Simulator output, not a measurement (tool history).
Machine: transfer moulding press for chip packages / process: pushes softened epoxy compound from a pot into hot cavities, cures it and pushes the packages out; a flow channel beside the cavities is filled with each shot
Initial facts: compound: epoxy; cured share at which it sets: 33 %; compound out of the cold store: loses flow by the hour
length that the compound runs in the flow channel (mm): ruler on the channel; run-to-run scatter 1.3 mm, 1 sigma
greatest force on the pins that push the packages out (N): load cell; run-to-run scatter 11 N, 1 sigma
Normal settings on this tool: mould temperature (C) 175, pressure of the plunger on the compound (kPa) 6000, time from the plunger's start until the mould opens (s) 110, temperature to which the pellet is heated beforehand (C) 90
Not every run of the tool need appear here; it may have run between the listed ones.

run   hour  mould temperature (C)  pressure of the plunger on the compound (kPa)  time from the plunger's start until the mould opens (s)  temperature to which the pellet is heated beforehand (C)  incoming compound's hours out of the cold store  length that the compound runs in the flow channel (mm)  greatest force on the pins that push the packages out (N)
  1      0                    175                                           6000                                                      110                                                        90                                             33.6                                                     633                                                        739
  2   11.3                    175                                           6000                                                      110                                                        90                                             41.3                                                     605                                                        727
      20.2  -- cavities cleaned with cleaning compound and waxed
  3     24                    175                                           6000                                                      110                                                        90                                             14.6                                                     702                                                        580
  4   37.6                    175                                           6000                                                      110                                                        90                                             22.6                                                     669                                                        633
  5   45.9                    175                                           6000                                                      110                                                        90                                             21.3                                                     673                                                        662
  6   59.2                    175                                           6000                                                      110                                                        90                                             26.7                                                     656                                                        672
  7   70.4                    175                                           6000                                                      110                                                        90                                             32.1                                                     632                                                        726
  8   83.3                    175                                           6000                                                      110                                                        90                                             16.5                                                     692                                                        772
  9   92.7                    175                                           6000                                                      110                                                        90                                             28.1                                                     648                                                        760
 10  104.8                    175                                           6000                                                      110                                                        90                                             33.5                                                     627                                                        749
 11  110.8                    175                                           6000                                                      110                                                        90                                             16.7                                                     692                                                        774
     118.6  -- cavities cleaned with cleaning compound and waxed
 12  118.8                    175                                           6000                                                      110                                                        90                                             26.5                                                     651                                                        568
 13  129.4                    175                                           5500                                                      110                                                        90                                             25.8                                                     626                                                        600
 14  143.1                    175                                           5500                                                      110                                                        92                                              8.1                                                     693                                                        646
 15  149.9                    175                                           5500                                                      110                                                        92                                             26.1                                                     627                                                        639
 16  158.3                    172                                           5500                                                      108                                                        90                                             13.9                                                     679                                                        916
 17  172.7                    175                                           6000                                                      131                                                        87                                               39                                                     608                                                        577
 18  183.9                    175                                           6560                                                       98                                                        99                                             37.3                                                     637                                                        899
 19  193.2                    175                                           6560                                                       98                                                        99                                             41.7                                                     620                                                        850
 20  199.9                    175                                           7090                                                      107                                                        94                                             16.2                                                     747                                                        840
 21  207.5                    175                                           6130                                                      110                                                        90                                             38.2                                                     613                                                        760
     217.1  -- cavities cleaned with cleaning compound and waxed
 22  218.7                    175                                           6130                                                      110                                                        90                                               22                                                     674                                                        571
 23  230.8                    175                                           6000                                                      149                                                        81                                             46.1                                                     582                                                        453
 24  237.3                    168                                           6350                                                      110                                                        90                                               15                                                     739                                                       1122
 25  250.2                    175                                           6000                                                       92                                                        90                                             21.2                                                     666                                                       1003
 26  257.8                    169                                           6000                                                      110                                                        90                                               39                                                     622                                                        968

Results per run with the tool's hidden condition removed, run-to-run variation unchanged:
The tool's hidden condition here consists of: true mould temperature over the reading, C; pressure that reaches the compound, % of what is set; grip of the stained cavities, % over clean ones'; drift of the gauge itself on flow_mm, %; drift of the gauge itself on push_out_n, %.
run  length that the compound runs in the flow channel (mm)  greatest force on the pins that push the packages out (N)
  1                                                     635                                                        517
  2                                                     608                                                        498
  3                                                     706                                                        552
  4                                                     673                                                        550
  5                                                     677                                                        551
  6                                                     661                                                        526
  7                                                     638                                                        544
  8                                                     699                                                        559
  9                                                     655                                                        538
 10                                                     634                                                        520
 11                                                     699                                                        530
 12                                                     659                                                        566
 13                                                     634                                                        553
 14                                                     703                                                        544
 15                                                     636                                                        519
 16                                                     689                                                        722
 17                                                     617                                                        434
 18                                                     648                                                        654
 19                                                     631                                                        606
 20                                                     760                                                        589
 21                                                     624                                                        526
 22                                                     686                                                        552
 23                                                     593                                                        402
 24                                                     753                                                        956
 25                                                     680                                                        802
 26                                                     635                                                        748
